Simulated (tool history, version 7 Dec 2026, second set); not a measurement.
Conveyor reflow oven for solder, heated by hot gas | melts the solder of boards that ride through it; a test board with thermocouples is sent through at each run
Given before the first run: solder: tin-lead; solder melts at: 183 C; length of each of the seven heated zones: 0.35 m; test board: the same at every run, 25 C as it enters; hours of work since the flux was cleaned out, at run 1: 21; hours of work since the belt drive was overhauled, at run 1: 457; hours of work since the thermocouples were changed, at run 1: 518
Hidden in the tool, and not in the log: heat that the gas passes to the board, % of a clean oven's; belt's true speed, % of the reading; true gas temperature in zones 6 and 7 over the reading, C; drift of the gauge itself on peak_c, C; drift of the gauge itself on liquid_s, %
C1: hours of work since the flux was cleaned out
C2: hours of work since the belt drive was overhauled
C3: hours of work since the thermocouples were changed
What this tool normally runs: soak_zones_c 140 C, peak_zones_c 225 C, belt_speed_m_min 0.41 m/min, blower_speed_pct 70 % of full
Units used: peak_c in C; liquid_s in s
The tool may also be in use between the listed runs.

Run 1, day 0: usual settings; C1 21; C2 457; C3 518. Result: peak_c 213.4 C, liquid_s 76.6 s.
Run 2, day 0.662: usual settings; C1 34; C2 470; C3 530. Result: peak_c 213.5 C, liquid_s 76.6 s.
Run 3, day 1.729: usual settings; C1 54; C2 490; C3 550. Result: peak_c 212.7 C, liquid_s 76.5 s.
Run 4, day 2.408: usual settings; C1 66; C2 502; C3 563. Result: peak_c 213 C, liquid_s 75.9 s.
Run 5, day 3.317: usual settings; C1 83; C2 519; C3 580. Result: peak_c 213.2 C, liquid_s 75.9 s.
Run 6, day 3.842: usual settings; C1 93; C2 529; C3 590. Result: peak_c 212.8 C, liquid_s 75.8 s.
At day 4.092: belt drive overhauled, speed set with a stopwatch.
Run 7, day 5.004: usual settings; C1 112; C2 17; C3 609. Result: peak_c 212.9 C, liquid_s 76.2 s.
Run 8, day 6.021: usual settings; C1 131; C2 36; C3 628. Result: peak_c 212.6 C, liquid_s 76.1 s.

Run 9 is up next; what results do you expect?
Run 9, day 7.05: usual settings but peak_zones_c 217 C, blower_speed_pct 66 % of full; C1 150; C2 56; C3 647. Result: peak_c ?, liquid_s ?.

Logged for run 9: peak_c 204.4 C, liquid_s 65.2 s.
Minus the tool's unlogged condition, the same run would have read peak_c 206.5 C, liquid_s 67.5 s.
